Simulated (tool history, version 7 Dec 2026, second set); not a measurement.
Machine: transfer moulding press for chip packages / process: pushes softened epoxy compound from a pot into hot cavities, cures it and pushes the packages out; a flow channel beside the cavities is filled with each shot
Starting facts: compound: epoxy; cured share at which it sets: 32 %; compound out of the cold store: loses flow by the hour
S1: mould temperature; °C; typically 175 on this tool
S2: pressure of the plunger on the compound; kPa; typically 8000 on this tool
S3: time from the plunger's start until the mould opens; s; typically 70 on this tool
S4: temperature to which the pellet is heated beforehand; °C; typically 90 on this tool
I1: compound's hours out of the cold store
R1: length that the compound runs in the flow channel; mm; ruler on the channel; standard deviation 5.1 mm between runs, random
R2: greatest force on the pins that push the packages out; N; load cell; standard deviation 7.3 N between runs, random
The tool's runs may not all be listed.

run	hour	S1	S2	S3	S4	I1	R1	R2
1	0.0	175	8000	70	90	8.0	942	320
2	35.6	175	8000	70	90	15.1	917	312
# hour 52.8: cavities cleaned with cleaning compound and waxed
3	65.0	175	8000	70	90	34.2	854	309
# hour 85.1: plunger's sealing rings changed
4	90.0	175	8000	70	90	38.9	833	292
# hour 113.3: cavities cleaned with cleaning compound and waxed
5	124.3	175	8000	61	90	10.0	931	507
6	148.4	175	8000	61	90	45.8	807	441
7	169.1	178	6990	103	92	14.9	858	185
# hour 172.6: cavities cleaned with cleaning compound and waxed
8	200.2	177	8000	51	86	39.6	826	643
# hour 231.4: cavities cleaned with cleaning compound and waxed
9	235.6	170	7680	88	95	33.1	848	252
10	257.9	173	8000	70	94	46.3	824	328
# hour 289.7: cavities cleaned with cleaning compound and waxed
11	294.7	173	8000	70	94	35.1	851	346

Run 12 has not been measured yet. What should we expect?
12	320.5	173	8000	70	94	21.5	?	?

{"run 12": {"R1": 893, "R2": 373}}
Had the tool carried no hidden state, the very same run would have given R1 893 mm, R2 370 N.
